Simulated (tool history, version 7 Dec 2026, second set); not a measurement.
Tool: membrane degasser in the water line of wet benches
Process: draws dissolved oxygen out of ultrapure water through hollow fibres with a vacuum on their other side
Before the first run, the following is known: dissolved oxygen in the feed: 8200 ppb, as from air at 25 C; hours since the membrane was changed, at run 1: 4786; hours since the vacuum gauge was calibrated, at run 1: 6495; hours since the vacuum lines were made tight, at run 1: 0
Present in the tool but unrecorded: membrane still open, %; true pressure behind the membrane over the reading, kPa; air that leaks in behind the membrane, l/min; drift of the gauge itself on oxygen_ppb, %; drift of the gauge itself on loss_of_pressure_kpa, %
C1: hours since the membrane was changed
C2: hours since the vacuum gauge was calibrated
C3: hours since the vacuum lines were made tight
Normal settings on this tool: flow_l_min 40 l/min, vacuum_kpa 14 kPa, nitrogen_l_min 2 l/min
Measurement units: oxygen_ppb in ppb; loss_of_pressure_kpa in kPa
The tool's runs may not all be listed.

{"run": 1, "hour": 0.0, "flow_l_min": 40, "vacuum_kpa": 14, "nitrogen_l_min": 2, "C1": 4786, "C2": 6495, "C3": 0, "oxygen_ppb": 698.1, "loss_of_pressure_kpa": 40.57}
{"run": 2, "hour": 100.6, "flow_l_min": 40, "vacuum_kpa": 14, "nitrogen_l_min": 2, "C1": 4886, "C2": 6596, "C3": 101, "oxygen_ppb": 697.5, "loss_of_pressure_kpa": 40.42}
{"run": 3, "hour": 170.9, "flow_l_min": 40, "vacuum_kpa": 14, "nitrogen_l_min": 2, "C1": 4956, "C2": 6666, "C3": 171, "oxygen_ppb": 689.1, "loss_of_pressure_kpa": 40.45}
{"run": 4, "hour": 270.2, "flow_l_min": 40, "vacuum_kpa": 9.2, "nitrogen_l_min": 2, "C1": 5056, "C2": 6765, "C3": 270, "oxygen_ppb": 505.3, "loss_of_pressure_kpa": 40.49}
{"run": 5, "hour": 398.4, "flow_l_min": 40, "vacuum_kpa": 9.2, "nitrogen_l_min": 2, "C1": 5184, "C2": 6894, "C3": 398, "oxygen_ppb": 506.4, "loss_of_pressure_kpa": 40.75}
{"run": 6, "hour": 486.8, "flow_l_min": 40, "vacuum_kpa": 9.2, "nitrogen_l_min": 2, "C1": 5272, "C2": 6982, "C3": 487, "oxygen_ppb": 504.9, "loss_of_pressure_kpa": 40.58}
{"run": 7, "hour": 610.9, "flow_l_min": 40, "vacuum_kpa": 9.2, "nitrogen_l_min": 2, "C1": 5397, "C2": 7106, "C3": 611, "oxygen_ppb": 520.4, "loss_of_pressure_kpa": 40.69}
{"run": 8, "hour": 709.0, "flow_l_min": 40, "vacuum_kpa": 15.8, "nitrogen_l_min": 2, "C1": 5495, "C2": 7204, "C3": 709, "oxygen_ppb": 760.3, "loss_of_pressure_kpa": 40.45}
{"run": 9, "hour": 793.8, "flow_l_min": 40, "vacuum_kpa": 15.8, "nitrogen_l_min": 2, "C1": 5579, "C2": 7289, "C3": 794, "oxygen_ppb": 763.7, "loss_of_pressure_kpa": 40.79}
{"hour": 801.8, "done": "vacuum gauge calibrated"}
{"run": 10, "hour": 895.2, "flow_l_min": 40, "vacuum_kpa": 14, "nitrogen_l_min": 2, "C1": 5680, "C2": 93, "C3": 895, "oxygen_ppb": 711.3, "loss_of_pressure_kpa": 40.84}
{"run": 11, "hour": 999.7, "flow_l_min": 40, "vacuum_kpa": 14, "nitrogen_l_min": 2, "C1": 5785, "C2": 198, "C3": 999, "oxygen_ppb": 690, "loss_of_pressure_kpa": 40.67}
{"run": 12, "hour": 1085.4, "flow_l_min": 40, "vacuum_kpa": 14, "nitrogen_l_min": 2, "C1": 5871, "C2": 284, "C3": 1085, "oxygen_ppb": 698.1, "loss_of_pressure_kpa": 41.03}
{"hour": 1176.4, "done": "vacuum gauge calibrated, once more"}
{"run": 13, "hour": 1182.9, "flow_l_min": 40, "vacuum_kpa": 14, "nitrogen_l_min": 2, "C1": 5967, "C2": 6, "C3": 1182, "oxygen_ppb": 699.3, "loss_of_pressure_kpa": 40.51}
{"run": 14, "hour": 1312.9, "flow_l_min": 45, "vacuum_kpa": 10, "nitrogen_l_min": 2.27, "C1": 6098, "C2": 136, "C3": 1312, "oxygen_ppb": 590.4, "loss_of_pressure_kpa": 46.01}
{"run": 15, "hour": 1439.2, "flow_l_min": 52, "vacuum_kpa": 13.1, "nitrogen_l_min": 2.27, "C1": 6224, "C2": 263, "C3": 1438, "oxygen_ppb": 852.2, "loss_of_pressure_kpa": 53.09}
{"run": 16, "hour": 1564.1, "flow_l_min": 52, "vacuum_kpa": 13.1, "nitrogen_l_min": 2.27, "C1": 6349, "C2": 388, "C3": 1563, "oxygen_ppb": 839.6, "loss_of_pressure_kpa": 53.35}
{"run": 17, "hour": 1620.9, "flow_l_min": 40, "vacuum_kpa": 14, "nitrogen_l_min": 2.13, "C1": 6405, "C2": 444, "C3": 1620, "oxygen_ppb": 676.5, "loss_of_pressure_kpa": 41.25}
{"run": 18, "hour": 1730.9, "flow_l_min": 28, "vacuum_kpa": 21.1, "nitrogen_l_min": 1.44, "C1": 6515, "C2": 554, "C3": 1730, "oxygen_ppb": 838.7, "loss_of_pressure_kpa": 28.58}
{"run": 19, "hour": 1854.7, "flow_l_min": 28, "vacuum_kpa": 21.1, "nitrogen_l_min": 1.44, "C1": 6639, "C2": 678, "C3": 1854, "oxygen_ppb": 834.8, "loss_of_pressure_kpa": 28.69}
{"run": 20, "hour": 1974.3, "flow_l_min": 28, "vacuum_kpa": 21.1, "nitrogen_l_min": 1.44, "C1": 6759, "C2": 798, "C3": 1973, "oxygen_ppb": 830.3, "loss_of_pressure_kpa": 28.7}
{"run": 21, "hour": 2030.3, "flow_l_min": 40, "vacuum_kpa": 14, "nitrogen_l_min": 3.6, "C1": 6815, "C2": 854, "C3": 2029, "oxygen_ppb": 520.6, "loss_of_pressure_kpa": 41.04}
{"run": 22, "hour": 2148.1, "flow_l_min": 28, "vacuum_kpa": 18.7, "nitrogen_l_min": 2, "C1": 6933, "C2": 972, "C3": 2147, "oxygen_ppb": 584.8, "loss_of_pressure_kpa": 28.57}
{"run": 23, "hour": 2201.7, "flow_l_min": 40, "vacuum_kpa": 10.4, "nitrogen_l_min": 2, "C1": 6986, "C2": 1025, "C3": 2201, "oxygen_ppb": 568.6, "loss_of_pressure_kpa": 41.15}
{"run": 24, "hour": 2262.7, "flow_l_min": 40, "vacuum_kpa": 18, "nitrogen_l_min": 1.4, "C1": 7047, "C2": 1086, "C3": 2262, "oxygen_ppb": 1048.2, "loss_of_pressure_kpa": 41.06}

Consider 5 possible next runs. They are alternatives, not a sequence: every one starts from the tool as it was left by run 24. What does each give?
{"run": "A", "hour": 2393.7, "flow_l_min": 24, "vacuum_kpa": 17, "nitrogen_l_min": 5.03, "C1": 7178, "C2": 1217, "C3": 2393, "oxygen_ppb": "?", "loss_of_pressure_kpa": "?"}
{"run": "B", "hour": 2393.7, "flow_l_min": 40, "vacuum_kpa": 19.6, "nitrogen_l_min": 5.61, "C1": 7178, "C2": 1217, "C3": 2393, "oxygen_ppb": "?", "loss_of_pressure_kpa": "?"}
{"run": "C", "hour": 2393.7, "flow_l_min": 34, "vacuum_kpa": 25.7, "nitrogen_l_min": 0.85, "C1": 7178, "C2": 1217, "C3": 2393, "oxygen_ppb": "?", "loss_of_pressure_kpa": "?"}
{"run": "D", "hour": 2393.7, "flow_l_min": 29, "vacuum_kpa": 33.4, "nitrogen_l_min": 4.25, "C1": 7178, "C2": 1217, "C3": 2393, "oxygen_ppb": "?", "loss_of_pressure_kpa": "?"}
{"run": "E", "hour": 2393.7, "flow_l_min": 40, "vacuum_kpa": 14, "nitrogen_l_min": 5.05, "C1": 7178, "C2": 1217, "C3": 2393, "oxygen_ppb": "?", "loss_of_pressure_kpa": "?"}

run=A oxygen_ppb=245 loss_of_pressure_kpa=24.63
run=B oxygen_ppb=525.8 loss_of_pressure_kpa=41.01
run=C oxygen_ppb=1668.2 loss_of_pressure_kpa=34.99
run=D oxygen_ppb=599.5 loss_of_pressure_kpa=30.09
run=E oxygen_ppb=459.6 loss_of_pressure_kpa=40.94
Without the tool's unlogged condition, the same runs would have read:
run=A oxygen_ppb=227.9 loss_of_pressure_kpa=23.57
run=B oxygen_ppb=488.5 loss_of_pressure_kpa=39.25
run=C oxygen_ppb=1644.1 loss_of_pressure_kpa=33.5
run=D oxygen_ppb=575.7 loss_of_pressure_kpa=28.81
run=E oxygen_ppb=421.8 loss_of_pressure_kpa=39.18
